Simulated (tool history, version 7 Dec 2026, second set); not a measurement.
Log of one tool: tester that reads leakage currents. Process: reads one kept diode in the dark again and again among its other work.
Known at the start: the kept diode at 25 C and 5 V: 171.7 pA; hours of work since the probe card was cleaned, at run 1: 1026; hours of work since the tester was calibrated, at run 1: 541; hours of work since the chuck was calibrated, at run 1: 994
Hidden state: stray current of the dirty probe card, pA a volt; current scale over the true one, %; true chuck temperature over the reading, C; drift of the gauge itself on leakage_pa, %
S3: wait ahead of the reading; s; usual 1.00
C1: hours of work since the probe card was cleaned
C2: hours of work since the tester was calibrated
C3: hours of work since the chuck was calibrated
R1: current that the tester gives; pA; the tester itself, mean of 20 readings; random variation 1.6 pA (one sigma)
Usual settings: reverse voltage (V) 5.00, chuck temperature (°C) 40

run 1 hour=0.0 | reverse_voltage_(V)=5.00 chuck_temperature_(°C)=40 S3=1.00 | C1=1026 C2=541 C3=994 | R1=495.00
run 2 hour=40.0 | reverse_voltage_(V)=1.11 chuck_temperature_(°C)=40 S3=1.00 | C1=1047 C2=561 C3=1014 | R1=233.98
run 3 hour=71.6 | reverse_voltage_(V)=1.11 chuck_temperature_(°C)=40 S3=1.00 | C1=1063 C2=577 C3=1031 | R1=234.70
run 4 hour=98.7 | reverse_voltage_(V)=5.00 chuck_temperature_(°C)=27 S3=1.00 | C1=1077 C2=591 C3=1045 | R1=187.25
run 5 hour=139.8 | reverse_voltage_(V)=5.00 chuck_temperature_(°C)=27 S3=1.00 | C1=1098 C2=613 C3=1066 | R1=186.50
run 6 hour=174.0 | reverse_voltage_(V)=5.00 chuck_temperature_(°C)=27 S3=1.00 | C1=1116 C2=630 C3=1083 | R1=187.54
run 7 hour=193.1 | reverse_voltage_(V)=5.00 chuck_temperature_(°C)=27 S3=1.00 | C1=1126 C2=640 C3=1093 | R1=186.53
run 8 hour=230.9 | reverse_voltage_(V)=5.00 chuck_temperature_(°C)=27 S3=1.00 | C1=1145 C2=659 C3=1113 | R1=186.79
run 9 hour=274.1 | reverse_voltage_(V)=5.00 chuck_temperature_(°C)=40 S3=1.00 | C1=1167 C2=682 C3=1135 | R1=489.33
run 10 hour=302.3 | reverse_voltage_(V)=5.00 chuck_temperature_(°C)=40 S3=1.00 | C1=1182 C2=696 C3=1149 | R1=489.36
run 11 hour=334.9 | reverse_voltage_(V)=5.00 chuck_temperature_(°C)=40 S3=1.00 | C1=1199 C2=713 C3=1166 | R1=485.63
run 12 hour=374.5 | reverse_voltage_(V)=5.00 chuck_temperature_(°C)=40 S3=1.00 | C1=1219 C2=733 C3=1187 | R1=481.55
run 13 hour=401.9 | reverse_voltage_(V)=5.00 chuck_temperature_(°C)=40 S3=3.33 | C1=1233 C2=748 C3=1201 | R1=484.20
run 14 hour=446.4 | reverse_voltage_(V)=5.00 chuck_temperature_(°C)=40 S3=1.00 | C1=1256 C2=770 C3=1224 | R1=482.69
run 15 hour=475.7 | reverse_voltage_(V)=5.00 chuck_temperature_(°C)=40 S3=1.00 | C1=1271 C2=786 C3=1239 | R1=482.93
run 16 hour=516.6 | reverse_voltage_(V)=5.00 chuck_temperature_(°C)=40 S3=1.00 | C1=1292 C2=807 C3=1260 | R1=483.20
run 17 hour=537.0 | reverse_voltage_(V)=8.52 chuck_temperature_(°C)=47 S3=1.00 | C1=1303 C2=817 C3=1270 | R1=1021.50
run 18 hour=568.1 | reverse_voltage_(V)=19.83 chuck_temperature_(°C)=21 S3=0.37 | C1=1319 C2=833 C3=1286 | R1=241.82
run 19 hour=602.1 | reverse_voltage_(V)=14.82 chuck_temperature_(°C)=43 S3=1.04 | C1=1336 C2=851 C3=1304 | R1=1013.55
run 20 hour=632.8 | reverse_voltage_(V)=5.00 chuck_temperature_(°C)=56 S3=1.47 | C1=1352 C2=866 C3=1320 | R1=1426.97
run 21 hour=652.3 | reverse_voltage_(V)=5.00 chuck_temperature_(°C)=22 S3=1.32 | C1=1362 C2=876 C3=1330 | R1=124.42
run 22 hour=687.9 | reverse_voltage_(V)=5.00 chuck_temperature_(°C)=22 S3=1.32 | C1=1380 C2=895 C3=1348 | R1=123.83
run 23 hour=716.0 | reverse_voltage_(V)=4.18 chuck_temperature_(°C)=40 S3=1.00 | C1=1395 C2=909 C3=1363 | R1=437.07
run 24 hour=759.6 | reverse_voltage_(V)=4.18 chuck_temperature_(°C)=40 S3=1.00 | C1=1417 C2=932 C3=1385 | R1=437.41
run 25 hour=794.8 | reverse_voltage_(V)=4.18 chuck_temperature_(°C)=40 S3=1.00 | C1=1436 C2=950 C3=1403 | R1=435.06
run 26 hour=830.1 | reverse_voltage_(V)=4.18 chuck_temperature_(°C)=40 S3=1.00 | C1=1454 C2=968 C3=1421 | R1=434.16
run 27 hour=858.5 | reverse_voltage_(V)=4.19 chuck_temperature_(°C)=55 S3=1.00 | C1=1468 C2=983 C3=1436 | R1=1218.30
run 28 hour=888.0 | reverse_voltage_(V)=4.19 chuck_temperature_(°C)=55 S3=1.00 | C1=1483 C2=998 C3=1451 | R1=1214.78

The same runs without the tool's hidden state, with the same run-to-run variation:
run=1 R1=532.98
run=2 R1=253.24
run=3 R1=254.39
run=4 R1=201.55
run=5 R1=201.12
run=6 R1=202.53
run=7 R1=201.61
run=8 R1=202.21
run=9 R1=533.23
run=10 R1=533.92
run=11 R1=530.61
run=12 R1=527.04
run=13 R1=530.74
run=14 R1=530.07
run=15 R1=531.08
run=16 R1=532.28
run=17 R1=1123.31
run=18 R1=253.69
run=19 R1=1114.62
run=20 R1=1573.94
run=21 R1=136.15
run=22 R1=135.70
run=23 R1=486.23
run=24 R1=487.53
run=25 R1=485.67
run=26 R1=485.44
run=27 R1=1357.87
run=28 R1=1355.78
